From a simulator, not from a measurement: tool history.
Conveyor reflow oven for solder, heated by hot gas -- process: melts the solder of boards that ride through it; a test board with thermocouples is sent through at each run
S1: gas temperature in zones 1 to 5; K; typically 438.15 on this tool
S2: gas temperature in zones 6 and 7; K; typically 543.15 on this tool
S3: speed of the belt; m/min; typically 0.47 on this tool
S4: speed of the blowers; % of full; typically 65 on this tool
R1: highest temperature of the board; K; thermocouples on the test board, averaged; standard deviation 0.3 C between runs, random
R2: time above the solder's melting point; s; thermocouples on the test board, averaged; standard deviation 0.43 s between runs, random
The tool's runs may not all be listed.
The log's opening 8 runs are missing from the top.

| run | day | S1 | S2 | S3 | S4 | R1 | R2 |
|---|---|---|---|---|---|---|---|
| 9 | 3.321 | 438.15 | 543.15 | 0.41 | 65 | 531.65 | 91.5 |
| 10 | 3.833 | 438.15 | 543.15 | 0.41 | 65 | 530.85 | 91.5 |
| 11 | 4.379 | 438.15 | 543.15 | 0.47 | 65 | 526.75 | 73.9 |
| 12 | 4.725 | 438.15 | 536.15 | 0.47 | 65 | 520.65 | 68.9 |
| 13 | 5.046 | 438.15 | 531.15 | 0.47 | 65 | 516.55 | 63.6 |
| 14 | 5.512 | 438.15 | 544.15 | 0.47 | 65 | 528.45 | 75.4 |
| 15 | 5.996 | 438.15 | 534.15 | 0.47 | 65 | 518.75 | 67.1 |
| 16 | 6.346 | 438.15 | 534.15 | 0.47 | 65 | 519.35 | 67 |
| 17 | 6.821 | 441.15 | 534.15 | 0.426 | 65 | 522.45 | 80.6 |
| 18 | 7.171 | 438.15 | 544.15 | 0.47 | 65 | 528.15 | 74.7 |
|  | 7.408 | flux residue cleaned out of gas plates and filters |
| 19 | 7.671 | 438.15 | 539.15 | 0.47 | 77 | 526.05 | 75 |
| 20 | 7.946 | 438.15 | 543.15 | 0.47 | 90 | 532.35 | 81.4 |
| 21 | 8.325 | 438.15 | 538.15 | 0.527 | 56 | 515.85 | 53.2 |
| 22 | 8.717 | 438.15 | 543.15 | 0.474 | 65 | 526.85 | 73.6 |
| 23 | 8.992 | 438.15 | 543.15 | 0.474 | 65 | 526.75 | 74.4 |
| 24 | 9.362 | 438.15 | 543.15 | 0.474 | 65 | 526.65 | 73.3 |
| 25 | 9.704 | 452.15 | 556.15 | 0.429 | 89 | 547.95 | 105.5 |
|  | 10.212 | flux residue cleaned out of gas plates and filters, once more |
| 26 | 10.212 | 452.15 | 556.15 | 0.429 | 89 | 549.25 | 106.1 |
| 27 | 10.612 | 428.15 | 543.15 | 0.47 | 65 | 527.15 | 71.6 |
| 28 | 10.867 | 447.15 | 543.15 | 0.47 | 53 | 525.85 | 77.6 |
| 29 | 11.388 | 449.15 | 548.15 | 0.399 | 61 | 538.75 | 105.5 |
| 30 | 11.9 | 444.15 | 543.15 | 0.47 | 72 | 531.45 | 81.6 |
| 31 | 12.188 | 447.15 | 546.15 | 0.47 | 65 | 532.15 | 83.8 |

Alternative continuations, all from the tool just after run 31; predict every row:
| A | 12.633 | 435.15 | 546.15 | 0.47 | 65 | ? | ? |
| B | 12.633 | 435.15 | 543.15 | 0.487 | 65 | ? | ? |
| C | 12.633 | 448.15 | 546.15 | 0.452 | 65 | ? | ? |

| run | R1 | R2 |
|---|---|---|
| A | 530.85 | 77.3 |
| B | 526.55 | 70.4 |
| C | 534.85 | 89.9 |
Without the tool's unlogged condition, the same runs would have read:
| run | R1 | R2 |
|---|---|---|
| A | 529.95 | 75.7 |
| B | 525.65 | 68.9 |
| C | 533.95 | 88.3 |
